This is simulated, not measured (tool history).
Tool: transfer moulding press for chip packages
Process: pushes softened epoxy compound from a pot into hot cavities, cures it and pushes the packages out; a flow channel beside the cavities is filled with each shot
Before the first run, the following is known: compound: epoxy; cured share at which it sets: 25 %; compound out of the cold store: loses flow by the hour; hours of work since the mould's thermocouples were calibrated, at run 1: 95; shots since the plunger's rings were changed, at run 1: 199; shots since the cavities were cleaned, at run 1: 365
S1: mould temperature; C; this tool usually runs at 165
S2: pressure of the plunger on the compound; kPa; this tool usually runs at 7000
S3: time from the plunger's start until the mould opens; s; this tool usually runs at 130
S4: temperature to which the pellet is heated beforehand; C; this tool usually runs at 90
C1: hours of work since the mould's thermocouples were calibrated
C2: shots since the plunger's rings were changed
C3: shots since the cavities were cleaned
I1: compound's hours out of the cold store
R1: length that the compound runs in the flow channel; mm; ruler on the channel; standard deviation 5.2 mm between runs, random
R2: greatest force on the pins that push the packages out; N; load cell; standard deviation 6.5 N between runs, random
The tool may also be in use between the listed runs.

Run 1, day 0: usual settings; C1 95; C2 199; C3 365; I1 31.2. Result: R1 900 mm, R2 455 N.
Run 2, day 0.825: usual settings but S1 171 C; C1 108; C2 395; C3 561; I1 36.5. Result: R1 854 mm, R2 430 N.
At day 1.358: cavities cleaned with cleaning compound and waxed.
Run 3, day 1.896: usual settings but S1 171 C; C1 125; C2 636; C3 129; I1 44.8. Result: R1 811 mm, R2 314 N.
Run 4, day 2.879: usual settings but S2 8130 kPa; C1 141; C2 870; C3 363; I1 9.6. Result: R1 1067 mm, R2 469 N.
At day 4.3: cavities cleaned with cleaning compound and waxed.
Run 5, day 4.388: usual settings but S2 8130 kPa; C1 165; C2 1215; C3 21; I1 9.5. Result: R1 1071 mm, R2 277 N.
Run 6, day 5.317: usual settings; C1 181; C2 1437; C3 243; I1 12.5. Result: R1 977 mm, R2 414 N.
Run 7, day 6.296: usual settings but S2 7460 kPa; C1 197; C2 1671; C3 477; I1 43.2. Result: R1 855 mm, R2 489 N.
At day 7.162: cavities cleaned with cleaning compound and waxed.
Run 8, day 7.692: usual settings but S2 7460 kPa; C1 219; C2 1989; C3 127; I1 22.6. Result: R1 947 mm, R2 335 N.
Run 9, day 9.025: usual settings but S2 7460 kPa; C1 241; C2 2307; C3 445; I1 34. Result: R1 890 mm, R2 461 N.
At day 10.088: cavities cleaned with cleaning compound and waxed.
Run 10, day 10.375: usual settings but S1 169 C, S2 7460 kPa; C1 262; C2 2614; C3 68; I1 38.6. Result: R1 862 mm, R2 282 N.
Run 11, day 11.204: usual settings but S1 169 C, S2 7460 kPa; C1 276; C2 2812; C3 266; I1 13. Result: R1 971 mm, R2 376 N.
Run 12, day 12.096: usual settings but S3 132 s; C1 291; C2 3024; C3 478; I1 19.1. Result: R1 920 mm, R2 481 N.
At day 12.958: cavities cleaned with cleaning compound and waxed.
Run 13, day 13.146: usual settings but S3 132 s; C1 307; C2 3260; C3 45; I1 8.1. Result: R1 985 mm, R2 293 N.
Run 14, day 14.404: usual settings but S3 132 s; C1 328; C2 3560; C3 345; I1 33.1. Result: R1 859 mm, R2 421 N.
At day 15.858: cavities cleaned with cleaning compound and waxed.
Run 15, day 15.858: usual settings but S3 132 s; C1 351; C2 3892; C3 0; I1 46.8. Result: R1 786 mm, R2 239 N.
Run 16, day 16.962: usual settings but S1 164 C, S2 8320 kPa; C1 369; C2 4155; C3 263; I1 23.2. Result: R1 984 mm, R2 415 N.
At day 17.375: mould's thermocouples calibrated.
Run 17, day 18.104: usual settings but S4 84 C; C1 12; C2 4408; C3 516; I1 18.3. Result: R1 909 mm, R2 505 N.
At day 18.825: cavities cleaned with cleaning compound and waxed.
Run 18, day 19.171: usual settings but S3 122 s, S4 89 C; C1 29; C2 4648; C3 83; I1 37.4. Result: R1 827 mm, R2 338 N.
At day 19.842: mould's thermocouples calibrated, once more.
Run 19, day 20.108: usual settings but S3 122 s, S4 89 C; C1 4; C2 4851; C3 286; I1 46.4. Result: R1 790 mm, R2 451 N.
Run 20, day 20.858: usual settings but S3 122 s, S4 89 C; C1 17; C2 5030; C3 465; I1 24.2. Result: R1 877 mm, R2 535 N.
At day 21.796: cavities cleaned with cleaning compound and waxed.
Run 21, day 21.933: usual settings but S3 122 s, S4 89 C; C1 34; C2 5272; C3 34; I1 17.4. Result: R1 916 mm, R2 321 N.
Run 22, day 23.179: usual settings but S1 166 C, S2 7130 kPa; C1 54; C2 5569; C3 331; I1 41.6. Result: R1 810 mm, R2 432 N.
At day 24.271: plunger's sealing rings changed.
Run 23, day 24.442: usual settings but S1 166 C, S2 7130 kPa, S4 98 C; C1 73; C2 40; C3 607; I1 19.6. Result: R1 960 mm, R2 497 N.
At day 24.804: cavities cleaned with cleaning compound and waxed.
Run 24, day 25.421: usual settings but S1 166 C, S2 8670 kPa, S3 122 s, S4 86 C; C1 89; C2 259; C3 147; I1 16.4. Result: R1 1077 mm, R2 391 N.
Run 25, day 26.071: usual settings but S1 166 C, S2 6670 kPa, S3 143 s, S4 86 C; C1 99; C2 414; C3 302; I1 23.9. Result: R1 916 mm, R2 403 N.
Run 26, day 27.212: usual settings but S1 166 C, S2 6670 kPa, S3 119 s, S4 86 C; C1 118; C2 686; C3 574; I1 47.7. Result: R1 804 mm, R2 522 N.
At day 27.708: cavities cleaned with cleaning compound and waxed.
Run 27, day 28.208: usual settings but S1 166 C, S2 6670 kPa, S3 119 s, S4 86 C; C1 134; C2 909; C3 120; I1 13.4. Result: R1 960 mm, R2 380 N.
Run 28, day 29.025: usual settings but S1 166 C, S2 6670 kPa, S3 119 s, S4 86 C; C1 147; C2 1103; C3 314; I1 12.7. Result: R1 953 mm, R2 498 N.

Alternative continuations, all from the tool just after run 28; predict every row:
Run A, day 29.725: usual settings but S1 167 C, S3 113 s; C1 159; C2 1270; C3 481; I1 27.5. Result: R1 ?, R2 ?.
Run B, day 29.725: usual settings but S3 131 s; C1 159; C2 1270; C3 481; I1 12. Result: R1 ?, R2 ?.
Run C, day 29.725: usual settings but S2 6670 kPa, S3 135 s, S4 100 C; C1 159; C2 1270; C3 481; I1 37.1. Result: R1 ?, R2 ?.

run   R1   R2
  A  896  533
  B  982  495
  C  848  473
What these runs would have given with no unlogged condition in the tool:
run   R1   R2
  A  909  269
  B  996  252
  C  860  242
